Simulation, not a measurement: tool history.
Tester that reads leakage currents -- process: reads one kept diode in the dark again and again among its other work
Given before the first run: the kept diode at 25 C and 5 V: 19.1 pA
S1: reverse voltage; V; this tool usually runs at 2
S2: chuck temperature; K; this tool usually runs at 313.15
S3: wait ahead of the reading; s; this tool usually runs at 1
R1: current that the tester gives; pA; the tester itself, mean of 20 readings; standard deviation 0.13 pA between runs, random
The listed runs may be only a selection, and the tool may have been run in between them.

| run | hour | S1 | S2 | S3 | R1 |
|---|---|---|---|---|---|
| 1 | 0 | 2 | 313.15 | 1 | 40.47 |
| 2 | 86.3 | 2 | 313.15 | 0.52 | 40.68 |
| 3 | 208.6 | 2 | 313.15 | 0.52 | 40.89 |
| 4 | 303.6 | 2 | 313.15 | 1 | 40.56 |
|  | 357.7 | chuck's temperature calibrated |
| 5 | 431.2 | 2 | 313.15 | 1 | 40.47 |
| 6 | 591.4 | 2 | 313.15 | 1 | 40.45 |
| 7 | 767.5 | 2 | 307.15 | 1 | 26.91 |
| 8 | 919 | 5.94 | 307.15 | 1 | 40.07 |
| 9 | 1102.5 | 5.94 | 307.15 | 1 | 39.8 |
| 10 | 1263 | 2 | 304.15 | 1 | 21.87 |
| 11 | 1348.2 | 2 | 313.15 | 1 | 40.37 |
| 12 | 1534.7 | 2 | 313.15 | 1 | 40.22 |
| 13 | 1655.6 | 2 | 313.15 | 1 | 40.48 |
|  | 1737.6 | probe card cleaned and baked |
| 14 | 1793.4 | 2 | 313.15 | 1 | 40.38 |
| 15 | 1896.4 | 1.67 | 313.15 | 1 | 37.97 |
| 16 | 2008.2 | 1.67 | 313.15 | 1 | 37.81 |
| 17 | 2139.7 | 1.67 | 313.15 | 1 | 37.9 |
| 18 | 2247.7 | 5.93 | 332.15 | 1 | 196.59 |
| 19 | 2387.7 | 5.93 | 332.15 | 1 | 195.23 |
| 20 | 2495.3 | 1.53 | 322.15 | 1 | 65.58 |
| 21 | 2572.2 | 1.53 | 322.15 | 1 | 66 |
| 22 | 2672.9 | 1.39 | 294.15 | 2.77 | 9.13 |
| 23 | 2813.3 | 1.39 | 294.15 | 2.77 | 9.24 |
| 24 | 2889.9 | 5.26 | 306.15 | 7.44 | 34.88 |
| 25 | 2981.7 | 2 | 313.15 | 8.39 | 39.89 |
| 26 | 3059.9 | 2.85 | 294.15 | 8.39 | 11.74 |
|  | 3101.7 | chuck's temperature calibrated |
| 27 | 3230.6 | 4.78 | 324.15 | 1.15 | 112.15 |
| 28 | 3344.5 | 2 | 326.15 | 1 | 93.21 |
| 29 | 3471.3 | 12.91 | 312.15 | 1 | 74.24 |
| 30 | 3582.7 | 12.91 | 312.15 | 1 | 74.37 |
| 31 | 3716.4 | 12.91 | 312.15 | 1 | 74.06 |
| 32 | 3862.1 | 2 | 302.15 | 1 | 18.86 |

Consider 3 possible next runs. They are alternatives, not a sequence: every one starts from the tool as it was left by run 32. What does each give?
| A | 3998.9 | 9.6 | 313.15 | 0.6 | ? |
| B | 3998.9 | 2 | 297.15 | 1 | ? |
| C | 3998.9 | 2 | 324.15 | 1 | ? |

| run | R1 |
|---|---|
| A | 72.22 |
| B | 13.38 |
| C | 82.14 |
Without the tool's hidden state the same runs would have given:
| run | R1 |
|---|---|
| A | 72.15 |
| B | 13.37 |
| C | 82.11 |
